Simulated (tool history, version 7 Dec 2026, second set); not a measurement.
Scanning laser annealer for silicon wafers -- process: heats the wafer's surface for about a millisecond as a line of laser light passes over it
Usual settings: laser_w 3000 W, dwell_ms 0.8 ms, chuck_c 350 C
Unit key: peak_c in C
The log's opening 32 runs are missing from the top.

| run | hour | laser_w | dwell_ms | chuck_c | peak_c |
|---|---|---|---|---|---|
| 33 | 291.1 | 3211 | 0.733 | 375 | 1101 |
| 34 | 299.4 | 3205 | 0.891 | 345 | 1157 |
| 35 | 307.8 | 3000 | 0.681 | 350 | 988 |
| 36 | 318.9 | 3000 | 0.681 | 350 | 988 |
| 37 | 324.6 | 3000 | 0.681 | 350 | 990 |
| 38 | 334 | 3056 | 0.768 | 340 | 1041 |
| 39 | 341.5 | 3056 | 0.768 | 340 | 1040 |
| 40 | 347.1 | 3000 | 0.854 | 350 | 1075 |
| 41 | 353.8 | 3226 | 0.674 | 330 | 1025 |

Forecast each of these 3 alternatives for the next run:
| A | 358.9 | 3236 | 0.702 | 350 | ? |
| B | 358.9 | 2786 | 0.633 | 341 | ? |
| C | 358.9 | 3247 | 0.674 | 330 | ? |

| run | peak_c |
|---|---|
| A | 1069 |
| B | 895 |
| C | 1032 |
With no hidden state in the tool, these same runs would have given:
| run | peak_c |
|---|---|
| A | 1085 |
| B | 907 |
| C | 1048 |
